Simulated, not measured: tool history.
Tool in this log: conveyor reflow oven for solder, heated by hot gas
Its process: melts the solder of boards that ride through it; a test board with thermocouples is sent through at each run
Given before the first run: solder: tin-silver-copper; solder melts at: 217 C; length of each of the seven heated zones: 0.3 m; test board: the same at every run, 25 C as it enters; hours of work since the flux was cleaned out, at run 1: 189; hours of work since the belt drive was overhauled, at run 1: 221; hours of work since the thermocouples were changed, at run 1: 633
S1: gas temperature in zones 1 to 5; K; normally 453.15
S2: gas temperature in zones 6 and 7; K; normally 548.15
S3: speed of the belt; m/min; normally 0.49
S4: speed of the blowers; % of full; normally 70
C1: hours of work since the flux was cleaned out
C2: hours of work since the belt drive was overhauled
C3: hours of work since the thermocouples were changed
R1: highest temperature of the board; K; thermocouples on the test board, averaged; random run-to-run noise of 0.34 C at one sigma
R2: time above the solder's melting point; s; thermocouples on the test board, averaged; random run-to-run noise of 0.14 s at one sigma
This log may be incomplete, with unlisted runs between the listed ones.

run,day,S1,S2,S3,S4,C1,C2,C3,R1,R2
1,0,453.15,548.15,0.49,70,189,221,633,538.25,65.1
2,1.683,453.15,548.15,0.49,70,210,242,654,538.25,65.4
3,3.458,453.15,548.15,0.49,70,232,264,675,538.45,65.5
4,4.917,453.15,548.15,0.49,70,250,281,693,538.15,65.2
5,6.696,448.15,548.15,0.49,70,272,303,715,537.75,63.6
6,8.433,448.15,548.15,0.49,70,293,325,737,537.25,63.4
7,10.271,448.15,548.15,0.49,70,316,347,759,537.65,63.6
8,12.483,453.15,548.15,0.413,70,343,375,786,541.45,79.7
# day 13.346: flux residue cleaned out of gas plates and filters
9,14.596,453.15,548.15,0.413,70,15,398,810,541.75,79.8
10,15.558,453.15,548.15,0.413,70,27,410,822,541.25,79.5
11,17.192,453.15,548.15,0.413,70,47,430,842,541.95,79.9
12,18.979,453.15,557.15,0.432,70,69,452,864,549.55,79.1
13,21.221,453.15,557.15,0.462,70,97,480,891,548.55,73.3
14,22.933,453.15,557.15,0.462,70,118,501,912,547.85,73.3
15,24.283,468.15,543.15,0.431,54,135,517,929,536.15,79.7
16,26.517,453.15,548.15,0.581,70,162,545,957,533.65,52.4
17,28.696,453.15,548.15,0.581,70,189,572,983,533.65,52.4
18,30.021,453.15,539.15,0.583,70,205,588,1000,524.95,48.4
19,31.417,466.15,554.15,0.4,57,222,605,1017,548.45,89.6
20,32.771,466.15,554.15,0.4,57,239,622,1034,547.85,89.6
21,34.154,453.15,548.15,0.49,87,256,639,1051,539.85,66.2

Here are 4 independent what-if runs from the current tool condition. What would each one return?
A,35.867,453.15,550.15,0.491,70,277,660,1072,?,?
B,35.867,453.15,536.15,0.49,64,277,660,1072,?,?
C,35.867,453.15,551.15,0.49,63,277,660,1072,?,?
D,35.867,453.15,540.15,0.49,87,277,660,1072,?,?

run,R1,R2
A,540.45,66
B,526.25,59.3
C,540.15,66.2
D,532.35,62.8
With no hidden state in the tool, these same runs would have given:
run,R1,R2
A,540.55,66
B,526.35,59.3
C,540.15,66.2
D,532.45,62.9

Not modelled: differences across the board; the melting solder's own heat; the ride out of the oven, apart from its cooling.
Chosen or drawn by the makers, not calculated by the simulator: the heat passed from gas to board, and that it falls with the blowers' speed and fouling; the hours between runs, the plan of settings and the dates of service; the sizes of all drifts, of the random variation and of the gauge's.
